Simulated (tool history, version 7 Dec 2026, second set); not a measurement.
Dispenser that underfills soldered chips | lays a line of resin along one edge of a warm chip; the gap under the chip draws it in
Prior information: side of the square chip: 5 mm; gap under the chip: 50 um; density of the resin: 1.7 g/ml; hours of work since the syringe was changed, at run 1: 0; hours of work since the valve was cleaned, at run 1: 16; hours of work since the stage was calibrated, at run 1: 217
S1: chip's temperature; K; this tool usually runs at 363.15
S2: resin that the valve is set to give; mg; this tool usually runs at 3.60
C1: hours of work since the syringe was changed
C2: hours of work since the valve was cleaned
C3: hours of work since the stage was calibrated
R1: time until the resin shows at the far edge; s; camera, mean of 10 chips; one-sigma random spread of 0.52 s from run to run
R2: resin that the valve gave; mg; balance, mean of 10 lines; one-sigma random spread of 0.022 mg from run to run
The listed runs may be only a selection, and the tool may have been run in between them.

{"run": 1, "hour": 0.0, "S1": 363.15, "S2": 3.6, "C1": 0, "C2": 16, "C3": 217, "R1": 44.6, "R2": 3.56}
{"run": 2, "hour": 7.6, "S1": 363.15, "S2": 3.6, "C1": 5, "C2": 21, "C3": 222, "R1": 57.5, "R2": 3.58}
{"hour": 14.3, "done": "new syringe of resin"}
{"run": 3, "hour": 15.6, "S1": 363.15, "S2": 3.6, "C1": 1, "C2": 26, "C3": 227, "R1": 45.9, "R2": 3.53}
{"run": 4, "hour": 21.4, "S1": 363.15, "S2": 3.6, "C1": 5, "C2": 30, "C3": 231, "R1": 56.2, "R2": 3.52}
{"run": 5, "hour": 25.9, "S1": 363.15, "S2": 3.6, "C1": 7, "C2": 32, "C3": 234, "R1": 65.4, "R2": 3.52}
{"hour": 28.8, "done": "new syringe of resin"}
{"run": 6, "hour": 32.5, "S1": 363.15, "S2": 3.6, "C1": 2, "C2": 36, "C3": 238, "R1": 49.1, "R2": 3.49}
{"run": 7, "hour": 40.7, "S1": 356.15, "S2": 4.35, "C1": 8, "C2": 42, "C3": 243, "R1": 84.8, "R2": 4.21}
{"hour": 43.4, "done": "new syringe of resin"}
{"hour": 46.4, "done": "dispensing valve cleaned and set on the balance"}
{"run": 8, "hour": 48.8, "S1": 362.15, "S2": 3.2, "C1": 3, "C2": 2, "C3": 248, "R1": 53.0, "R2": 3.18}
{"run": 9, "hour": 54.1, "S1": 358.15, "S2": 3.9, "C1": 6, "C2": 5, "C3": 251, "R1": 70.7, "R2": 3.87}
{"hour": 58.8, "done": "new syringe of resin"}
{"run": 10, "hour": 60.9, "S1": 350.15, "S2": 3.6, "C1": 1, "C2": 9, "C3": 255, "R1": 75.5, "R2": 3.58}

Run 11, settings as shown, results not yet in. Your forecast:
{"run": 11, "hour": 67.8, "S1": 350.15, "S2": 3.6, "C1": 6, "C2": 13, "C3": 259, "R1": "?", "R2": "?"}

Run 11 gave R1 94.5 s, R2 3.58 mg.
Minus the tool's unlogged condition, the same run would have read R1 66.9 s, R2 3.61 mg.

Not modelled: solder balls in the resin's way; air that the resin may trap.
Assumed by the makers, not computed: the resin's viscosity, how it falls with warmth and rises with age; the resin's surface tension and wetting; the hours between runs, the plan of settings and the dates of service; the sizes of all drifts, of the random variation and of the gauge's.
